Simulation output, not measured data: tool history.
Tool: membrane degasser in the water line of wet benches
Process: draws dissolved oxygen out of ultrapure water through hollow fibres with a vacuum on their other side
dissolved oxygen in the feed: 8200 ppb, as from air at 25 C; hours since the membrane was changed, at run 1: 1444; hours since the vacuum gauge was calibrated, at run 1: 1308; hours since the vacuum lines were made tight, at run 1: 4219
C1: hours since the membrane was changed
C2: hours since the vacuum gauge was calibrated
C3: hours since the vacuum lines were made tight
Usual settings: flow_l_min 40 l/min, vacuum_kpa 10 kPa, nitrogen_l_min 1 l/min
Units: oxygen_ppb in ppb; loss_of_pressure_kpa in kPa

{"run": 1, "hour": 0.0, "flow_l_min": 40, "vacuum_kpa": 10, "nitrogen_l_min": 1, "C1": 1444, "C2": 1308, "C3": 4219, "oxygen_ppb": 524.3, "loss_of_pressure_kpa": 45.78}
{"run": 2, "hour": 27.4, "flow_l_min": 40, "vacuum_kpa": 10, "nitrogen_l_min": 1, "C1": 1471, "C2": 1336, "C3": 4247, "oxygen_ppb": 526.6, "loss_of_pressure_kpa": 46.01}
{"run": 3, "hour": 58.7, "flow_l_min": 57, "vacuum_kpa": 10, "nitrogen_l_min": 1, "C1": 1502, "C2": 1367, "C3": 4278, "oxygen_ppb": 690.3, "loss_of_pressure_kpa": 65.75}
{"run": 4, "hour": 98.0, "flow_l_min": 57, "vacuum_kpa": 10, "nitrogen_l_min": 1, "C1": 1542, "C2": 1406, "C3": 4317, "oxygen_ppb": 700.8, "loss_of_pressure_kpa": 65.33}
{"run": 5, "hour": 139.3, "flow_l_min": 40, "vacuum_kpa": 10, "nitrogen_l_min": 1, "C1": 1583, "C2": 1447, "C3": 4359, "oxygen_ppb": 521.6, "loss_of_pressure_kpa": 46.34}
{"run": 6, "hour": 179.9, "flow_l_min": 40, "vacuum_kpa": 10, "nitrogen_l_min": 1, "C1": 1623, "C2": 1488, "C3": 4399, "oxygen_ppb": 521.7, "loss_of_pressure_kpa": 46.06}
{"run": 7, "hour": 204.9, "flow_l_min": 34, "vacuum_kpa": 10, "nitrogen_l_min": 1, "C1": 1648, "C2": 1513, "C3": 4424, "oxygen_ppb": 459.4, "loss_of_pressure_kpa": 39.42}
{"run": 8, "hour": 247.7, "flow_l_min": 34, "vacuum_kpa": 10, "nitrogen_l_min": 1, "C1": 1691, "C2": 1556, "C3": 4467, "oxygen_ppb": 457.4, "loss_of_pressure_kpa": 38.83}
{"run": 9, "hour": 292.4, "flow_l_min": 51, "vacuum_kpa": 10, "nitrogen_l_min": 1, "C1": 1736, "C2": 1601, "C3": 4512, "oxygen_ppb": 632.9, "loss_of_pressure_kpa": 58.48}
{"run": 10, "hour": 337.9, "flow_l_min": 51, "vacuum_kpa": 10, "nitrogen_l_min": 1, "C1": 1781, "C2": 1646, "C3": 4557, "oxygen_ppb": 636.8, "loss_of_pressure_kpa": 58.82}
{"run": 11, "hour": 388.6, "flow_l_min": 51, "vacuum_kpa": 14, "nitrogen_l_min": 1, "C1": 1832, "C2": 1697, "C3": 4608, "oxygen_ppb": 941.7, "loss_of_pressure_kpa": 58.95}
{"run": 12, "hour": 415.1, "flow_l_min": 51, "vacuum_kpa": 14, "nitrogen_l_min": 1, "C1": 1859, "C2": 1723, "C3": 4634, "oxygen_ppb": 962.3, "loss_of_pressure_kpa": 58.5}
{"run": 13, "hour": 458.0, "flow_l_min": 40, "vacuum_kpa": 21.1, "nitrogen_l_min": 1, "C1": 1902, "C2": 1766, "C3": 4677, "oxygen_ppb": 1243.3, "loss_of_pressure_kpa": 46.01}
{"run": 14, "hour": 503.6, "flow_l_min": 40, "vacuum_kpa": 19.4, "nitrogen_l_min": 1, "C1": 1947, "C2": 1812, "C3": 4723, "oxygen_ppb": 1134.8, "loss_of_pressure_kpa": 46.36}
{"run": 15, "hour": 538.2, "flow_l_min": 40, "vacuum_kpa": 10, "nitrogen_l_min": 1, "C1": 1982, "C2": 1846, "C3": 4758, "oxygen_ppb": 511.6, "loss_of_pressure_kpa": 46.03}
{"run": 16, "hour": 573.3, "flow_l_min": 40, "vacuum_kpa": 10, "nitrogen_l_min": 1, "C1": 2017, "C2": 1881, "C3": 4793, "oxygen_ppb": 526.7, "loss_of_pressure_kpa": 46.19}
{"run": 17, "hour": 594.5, "flow_l_min": 31, "vacuum_kpa": 10, "nitrogen_l_min": 1, "C1": 2038, "C2": 1903, "C3": 4814, "oxygen_ppb": 415.9, "loss_of_pressure_kpa": 35.6}
{"run": 18, "hour": 633.7, "flow_l_min": 32, "vacuum_kpa": 10, "nitrogen_l_min": 1.42, "C1": 2077, "C2": 1942, "C3": 4853, "oxygen_ppb": 334.9, "loss_of_pressure_kpa": 36.85}
{"run": 19, "hour": 675.9, "flow_l_min": 32, "vacuum_kpa": 10, "nitrogen_l_min": 1.42, "C1": 2119, "C2": 1984, "C3": 4895, "oxygen_ppb": 326.5, "loss_of_pressure_kpa": 36.56}
{"run": 20, "hour": 724.8, "flow_l_min": 32, "vacuum_kpa": 10, "nitrogen_l_min": 0.98, "C1": 2168, "C2": 2033, "C3": 4944, "oxygen_ppb": 440.3, "loss_of_pressure_kpa": 36.84}
{"run": 21, "hour": 750.1, "flow_l_min": 40, "vacuum_kpa": 15.2, "nitrogen_l_min": 2.98, "C1": 2194, "C2": 2058, "C3": 4969, "oxygen_ppb": 359.9, "loss_of_pressure_kpa": 46.39}
{"run": 22, "hour": 786.6, "flow_l_min": 57, "vacuum_kpa": 15.2, "nitrogen_l_min": 2.53, "C1": 2230, "C2": 2095, "C3": 5006, "oxygen_ppb": 570.4, "loss_of_pressure_kpa": 65.59}
{"run": 23, "hour": 830.0, "flow_l_min": 57, "vacuum_kpa": 15.2, "nitrogen_l_min": 2.53, "C1": 2274, "C2": 2138, "C3": 5049, "oxygen_ppb": 565.8, "loss_of_pressure_kpa": 65.76}
{"run": 24, "hour": 866.5, "flow_l_min": 57, "vacuum_kpa": 21.5, "nitrogen_l_min": 2.36, "C1": 2310, "C2": 2175, "C3": 5086, "oxygen_ppb": 880.3, "loss_of_pressure_kpa": 65.54}
{"run": 25, "hour": 913.2, "flow_l_min": 56, "vacuum_kpa": 10, "nitrogen_l_min": 1.48, "C1": 2357, "C2": 2221, "C3": 5133, "oxygen_ppb": 513.8, "loss_of_pressure_kpa": 64.29}
{"run": 26, "hour": 946.8, "flow_l_min": 48, "vacuum_kpa": 14.4, "nitrogen_l_min": 2.53, "C1": 2390, "C2": 2255, "C3": 5166, "oxygen_ppb": 460.5, "loss_of_pressure_kpa": 55.45}
{"run": 27, "hour": 988.9, "flow_l_min": 27, "vacuum_kpa": 7.8, "nitrogen_l_min": 0.7, "C1": 2432, "C2": 2297, "C3": 5208, "oxygen_ppb": 345.9, "loss_of_pressure_kpa": 31.14}
{"run": 28, "hour": 1016.2, "flow_l_min": 34, "vacuum_kpa": 19.4, "nitrogen_l_min": 0.42, "C1": 2460, "C2": 2324, "C3": 5236, "oxygen_ppb": 1834.5, "loss_of_pressure_kpa": 38.91}
{"run": 29, "hour": 1053.6, "flow_l_min": 62, "vacuum_kpa": 7.9, "nitrogen_l_min": 2.77, "C1": 2497, "C2": 2362, "C3": 5273, "oxygen_ppb": 243.7, "loss_of_pressure_kpa": 71.44}
{"run": 30, "hour": 1089.5, "flow_l_min": 31, "vacuum_kpa": 11.3, "nitrogen_l_min": 2.23, "C1": 2533, "C2": 2398, "C3": 5309, "oxygen_ppb": 249.3, "loss_of_pressure_kpa": 35.29}
{"run": 31, "hour": 1125.1, "flow_l_min": 31, "vacuum_kpa": 11.3, "nitrogen_l_min": 2.23, "C1": 2569, "C2": 2433, "C3": 5344, "oxygen_ppb": 251.9, "loss_of_pressure_kpa": 35.53}
{"run": 32, "hour": 1163.3, "flow_l_min": 37, "vacuum_kpa": 10, "nitrogen_l_min": 1, "C1": 2607, "C2": 2471, "C3": 5383, "oxygen_ppb": 483.3, "loss_of_pressure_kpa": 42.58}

Forecast each of these 3 alternatives for the next run:
{"run": "A", "hour": 1194.9, "flow_l_min": 43, "vacuum_kpa": 13.8, "nitrogen_l_min": 0.43, "C1": 2638, "C2": 2503, "C3": 5414, "oxygen_ppb": "?", "loss_of_pressure_kpa": "?"}
{"run": "B", "hour": 1194.9, "flow_l_min": 30, "vacuum_kpa": 10, "nitrogen_l_min": 1, "C1": 2638, "C2": 2503, "C3": 5414, "oxygen_ppb": "?", "loss_of_pressure_kpa": "?"}
{"run": "C", "hour": 1194.9, "flow_l_min": 60, "vacuum_kpa": 6.3, "nitrogen_l_min": 1, "C1": 2638, "C2": 2503, "C3": 5414, "oxygen_ppb": "?", "loss_of_pressure_kpa": "?"}

run=A oxygen_ppb=1460.3 loss_of_pressure_kpa=49.42
run=B oxygen_ppb=416 loss_of_pressure_kpa=34.24
run=C oxygen_ppb=348.4 loss_of_pressure_kpa=69.09
Without the tool's hidden state the same runs would have given:
run=A oxygen_ppb=1460.1 loss_of_pressure_kpa=49.41
run=B oxygen_ppb=415.8 loss_of_pressure_kpa=34.23
run=C oxygen_ppb=348.1 loss_of_pressure_kpa=69.07
